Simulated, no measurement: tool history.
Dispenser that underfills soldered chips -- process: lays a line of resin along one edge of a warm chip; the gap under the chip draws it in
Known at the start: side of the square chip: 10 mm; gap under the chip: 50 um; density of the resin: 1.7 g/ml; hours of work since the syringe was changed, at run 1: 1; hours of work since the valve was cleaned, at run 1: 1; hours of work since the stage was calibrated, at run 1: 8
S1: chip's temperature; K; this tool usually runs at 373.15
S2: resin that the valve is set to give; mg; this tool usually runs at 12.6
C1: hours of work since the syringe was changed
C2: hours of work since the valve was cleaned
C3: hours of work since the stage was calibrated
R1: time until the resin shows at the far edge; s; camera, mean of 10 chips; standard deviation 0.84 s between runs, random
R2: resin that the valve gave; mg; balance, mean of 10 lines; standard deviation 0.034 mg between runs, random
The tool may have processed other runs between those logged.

| run | hour | S1 | S2 | C1 | C2 | C3 | R1 | R2 |
|---|---|---|---|---|---|---|---|---|
| 1 | 0.0 | 373.15 | 12.6 | 1 | 1 | 8 | 79.5 | 12.64 |
| 2 | 3.9 | 373.15 | 12.6 | 3 | 3 | 11 | 88.4 | 12.56 |
| 3 | 9.6 | 373.15 | 12.6 | 6 | 6 | 14 | 97.0 | 12.53 |
|  | 12.6 | new syringe of resin |
| 4 | 15.6 | 373.15 | 12.4 | 2 | 10 | 18 | 85.5 | 12.28 |
| 5 | 18.6 | 373.15 | 12.4 | 4 | 12 | 20 | 91.0 | 12.25 |
| 6 | 25.5 | 374.15 | 12.6 | 8 | 16 | 24 | 104.6 | 12.46 |
|  | 26.1 | new syringe of resin |
| 7 | 30.7 | 374.15 | 12.6 | 3 | 19 | 27 | 85.7 | 12.49 |
| 8 | 35.9 | 374.15 | 12.6 | 6 | 22 | 30 | 94.8 | 12.42 |
|  | 39.3 | new syringe of resin |
| 9 | 40.8 | 374.15 | 16.2 | 1 | 25 | 33 | 76.8 | 15.92 |
| 10 | 47.5 | 373.15 | 12.6 | 5 | 29 | 37 | 95.5 | 12.35 |
|  | 52.9 | new syringe of resin |
| 11 | 53.9 | 364.15 | 12.6 | 1 | 33 | 41 | 102.7 | 12.28 |
| 12 | 57.3 | 380.15 | 12.6 | 3 | 35 | 43 | 72.6 | 12.38 |
| 13 | 60.5 | 373.15 | 14.9 | 5 | 37 | 45 | 92.0 | 14.57 |
| 14 | 64.8 | 378.15 | 12.3 | 7 | 39 | 47 | 91.8 | 11.96 |
|  | 66.3 | new syringe of resin |
| 15 | 71.8 | 361.15 | 12.2 | 3 | 43 | 51 | 128.3 | 11.83 |
| 16 | 76.8 | 371.15 | 12.0 | 6 | 46 | 54 | 107.1 | 11.62 |
|  | 79.6 | new syringe of resin |
| 17 | 81.6 | 387.15 | 13.8 | 1 | 49 | 57 | 57.1 | 13.32 |
| 18 | 86.5 | 387.15 | 12.8 | 4 | 52 | 60 | 65.5 | 12.32 |
| 19 | 91.7 | 387.15 | 12.8 | 7 | 55 | 63 | 74.5 | 12.33 |
|  | 92.9 | new syringe of resin |
| 20 | 98.3 | 386.15 | 15.2 | 3 | 59 | 67 | 62.1 | 14.58 |
| 21 | 101.5 | 364.15 | 13.0 | 5 | 61 | 69 | 124.2 | 12.47 |
|  | 106.5 | new syringe of resin |
| 22 | 108.0 | 364.15 | 10.8 | 1 | 65 | 73 | 107.1 | 10.38 |
| 23 | 114.8 | 363.15 | 10.9 | 5 | 69 | 77 | 128.6 | 10.33 |
|  | 120.0 | new syringe of resin |
| 24 | 120.6 | 360.15 | 12.1 | 0 | 72 | 80 | 117.8 | 11.46 |
| 25 | 125.0 | 360.15 | 12.1 | 3 | 75 | 83 | 129.2 | 11.48 |
| 26 | 130.6 | 361.15 | 12.6 | 6 | 78 | 86 | 144.9 | 11.87 |

Below are 4 alternative next runs, each starting from the tool's condition after run 26. Predict each:
|  | 133.3 | new syringe of resin |
| A | 136.1 | 366.15 | 12.6 | 2 | 82 | 90 | ? | ? |
|  | 133.3 | new syringe of resin |
| B | 136.1 | 368.15 | 12.0 | 2 | 82 | 90 | ? | ? |
|  | 133.3 | new syringe of resin |
| C | 136.1 | 368.15 | 11.2 | 2 | 82 | 90 | ? | ? |
|  | 133.3 | new syringe of resin |
| D | 136.1 | 365.15 | 13.7 | 2 | 82 | 90 | ? | ? |

| run | R1 | R2 |
|---|---|---|
| A | 105.8 | 11.91 |
| B | 100.0 | 11.33 |
| C | 100.4 | 10.53 |
| D | 105.0 | 12.87 |
The same runs, with their run-to-run variation unchanged, on a tool lacking any hidden condition would have given:
| run | R1 | R2 |
|---|---|---|
| A | 96.6 | 12.63 |
| B | 91.0 | 12.01 |
| C | 91.0 | 11.17 |
| D | 96.2 | 13.65 |

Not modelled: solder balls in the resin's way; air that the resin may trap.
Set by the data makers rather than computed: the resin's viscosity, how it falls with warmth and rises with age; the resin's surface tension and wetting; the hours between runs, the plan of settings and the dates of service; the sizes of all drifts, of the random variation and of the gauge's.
